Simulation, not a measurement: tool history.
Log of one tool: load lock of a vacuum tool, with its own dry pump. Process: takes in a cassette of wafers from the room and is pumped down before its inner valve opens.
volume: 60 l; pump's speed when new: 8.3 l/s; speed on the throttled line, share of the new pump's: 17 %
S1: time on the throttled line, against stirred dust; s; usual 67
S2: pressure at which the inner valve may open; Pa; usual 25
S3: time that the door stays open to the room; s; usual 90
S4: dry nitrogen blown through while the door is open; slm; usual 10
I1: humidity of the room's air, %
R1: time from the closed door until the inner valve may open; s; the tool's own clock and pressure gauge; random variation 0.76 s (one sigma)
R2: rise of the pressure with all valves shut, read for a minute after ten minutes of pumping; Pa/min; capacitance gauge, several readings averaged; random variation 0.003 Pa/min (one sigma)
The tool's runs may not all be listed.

{"run": 1, "day": 0.0, "S1": 67, "S2": 25, "S3": 90, "S4": 10, "I1": 46.6, "R1": 122.4, "R2": 0.127}
{"run": 2, "day": 2.575, "S1": 67, "S2": 25, "S3": 90, "S4": 10, "I1": 42.7, "R1": 122.2, "R2": 0.119}
{"run": 3, "day": 6.379, "S1": 67, "S2": 25, "S3": 90, "S4": 6, "I1": 43, "R1": 123.3, "R2": 0.131}
{"run": 4, "day": 10.508, "S1": 67, "S2": 25, "S3": 87, "S4": 10, "I1": 41.7, "R1": 122.5, "R2": 0.124}
{"run": 5, "day": 12.817, "S1": 67, "S2": 25, "S3": 87, "S4": 13, "I1": 44.4, "R1": 122.2, "R2": 0.123}
{"run": 6, "day": 15.546, "S1": 67, "S2": 25, "S3": 87, "S4": 13, "I1": 43.1, "R1": 122.5, "R2": 0.124}
{"run": 7, "day": 17.817, "S1": 110, "S2": 25, "S3": 90, "S4": 10, "I1": 51, "R1": 155.7, "R2": 0.136}
{"run": 8, "day": 21.512, "S1": 67, "S2": 25, "S3": 90, "S4": 18, "I1": 43.7, "R1": 123, "R2": 0.123}
{"run": 9, "day": 24.379, "S1": 67, "S2": 25, "S3": 90, "S4": 19, "I1": 42.8, "R1": 122.2, "R2": 0.125}
{"run": 10, "day": 28.054, "S1": 66, "S2": 37, "S3": 224, "S4": 19, "I1": 44.8, "R1": 117.4, "R2": 0.15}

The next listed run, before its measurement:
{"run": 11, "day": 32.308, "S1": 66, "S2": 31, "S3": 224, "S4": 10, "I1": 44.5, "R1": "?", "R2": "?"}

Run 11 gave R1 119.5 s, R2 0.177 Pa/min.
Without the tool's hidden state the same run would have given R1 113 s, R2 0.08 Pa/min.

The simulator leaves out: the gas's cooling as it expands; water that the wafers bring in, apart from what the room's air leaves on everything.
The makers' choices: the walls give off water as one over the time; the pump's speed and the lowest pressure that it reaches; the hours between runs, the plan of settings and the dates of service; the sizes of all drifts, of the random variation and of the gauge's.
